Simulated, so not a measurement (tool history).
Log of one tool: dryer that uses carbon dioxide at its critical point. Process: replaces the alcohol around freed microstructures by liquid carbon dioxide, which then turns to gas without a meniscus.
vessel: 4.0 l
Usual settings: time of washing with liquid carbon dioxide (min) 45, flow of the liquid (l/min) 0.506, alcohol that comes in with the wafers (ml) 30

run     day  time of washing with liquid carbon dioxide (min)  flow of the liquid (l/min)  alcohol that comes in with the wafers (ml)  alcohol left in the vessel before it's heated (ppm by volume)
  1   0.000                                                45                       0.506                                          30                                                            117
  2   0.292                                                45                       0.506                                          30                                                            119
  3   0.779                                                45                       0.506                                          30                                                            124
  4   1.017                                                45                       0.442                                          30                                                            206
  5   1.354                                                45                       0.506                                          30                                                            135
  6   1.575                                                45                       0.506                                          30                                                            129
  7   1.904                                                45                       0.506                                          30                                                            128
  8   2.258                                                45                       0.506                                          30                                                            133
  9   2.554                                                45                       0.506                                          30                                                            132
 10   2.767                                                45                       0.506                                          48                                                            192
 11   3.212                                                45                       0.506                                          30                                                            136
 12   3.458                                                45                       0.506                                          85                                                            336
 13   3.929                                                45                       0.506                                          85                                                            333
 14   4.417                                                45                       0.506                                         113                                                            439
 15   4.862                                                45                       0.506                                         113                                                            457
 16   5.367                                                45                       0.368                                         113                                                           1469
 17   5.783                                                45                       0.368                                         113                                                           1512
 18   6.038                                                46                       0.506                                          30                                                            122
 19   6.488                                                45                       0.855                                          30                                                             30
 20   6.829                                                45                       0.855                                          30                                                             35
 21   7.342                                                43                       0.506                                          30                                                            155
 22   7.583                                                43                       0.506                                          30                                                            172
 23   7.979                                                43                       0.506                                          30                                                            174
 24   8.408                                                43                       0.506                                          30                                                            173
 25   8.712                                                43                       0.506                                          30                                                            180
 26   9.033                                                45                       0.521                                          52                                                            213
 27   9.500                                                45                       0.352                                          56                                                            891
 28   9.850                                                45                       0.352                                          56                                                            874
 29  10.208                                                45                       0.352                                          56                                                            887
 30  10.692                                                68                       0.352                                          22                                                            115
 31  11.188                                                62                       0.366                                          32                                                            183
 32  11.471                                                45                       0.403                                          30                                                            324
 33  11.917                                                45                       0.403                                          30                                                            333
 34  12.404                                                45                       0.361                                          30                                                            447
 35  12.892                                                45                       0.506                                         116                                                            521
 36  13.212                                                54                       0.606                                          35                                                             58
 37  13.658                                                54                       0.510                                          35                                                            111
 38  14.071                                                54                       0.510                                          74                                                            177
 39  14.538                                                46                       0.833                                          20                                                             49
 40  14.850                                                46                       0.478                                          33                                                            210
 41  15.104                                                46                       0.478                                          33                                                            212
 42  15.425                                                38                       0.506                                          30                                                            284
 43  15.904                                                38                       0.506                                          30                                                            294
 44  16.388                                                38                       0.506                                          30                                                            281
 45  16.800                                                38                       0.506                                          30                                                            304
 46  17.046                                                45                       0.506                                          49                                                            257
 47  17.312                                                45                       0.506                                          49                                                            255

Some steps in alcohol left in the vessel before it's heated (ppm by volume) between neighbouring runs. How much of each would the tool show without its hidden state too (settings, what came in, random variation), and how much is left for the hidden state, with any gauge scatter that isn't in both results?
The hidden state here: flow that reaches the vessel past the clogged filter, %; alcohol in the recycled carbon dioxide, ppm; drift of the gauge itself on alcohol_ppm, %.
Run 15 -> 16: flow of the liquid (l/min) 0.506 -> 0.368. alcohol left in the vessel before it's heated (ppm by volume) +1012: hidden state +61, all else +951.
Run 17 -> 18: time of washing with liquid carbon dioxide (min) 45 -> 46, flow of the liquid (l/min) 0.368 -> 0.506, alcohol that comes in with the wafers (ml) 113 -> 30. alcohol left in the vessel before it's heated (ppm by volume) -1390: hidden state -95, all else -1295.
Run 29 -> 30: time of washing with liquid carbon dioxide (min) 45 -> 68, alcohol that comes in with the wafers (ml) 56 -> 22. alcohol left in the vessel before it's heated (ppm by volume) -772: hidden state -64, all else -708.
Run 35 -> 36: time of washing with liquid carbon dioxide (min) 45 -> 54, flow of the liquid (l/min) 0.506 -> 0.606, alcohol that comes in with the wafers (ml) 116 -> 35. alcohol left in the vessel before it's heated (ppm by volume) -463: hidden state -66, all else -397.
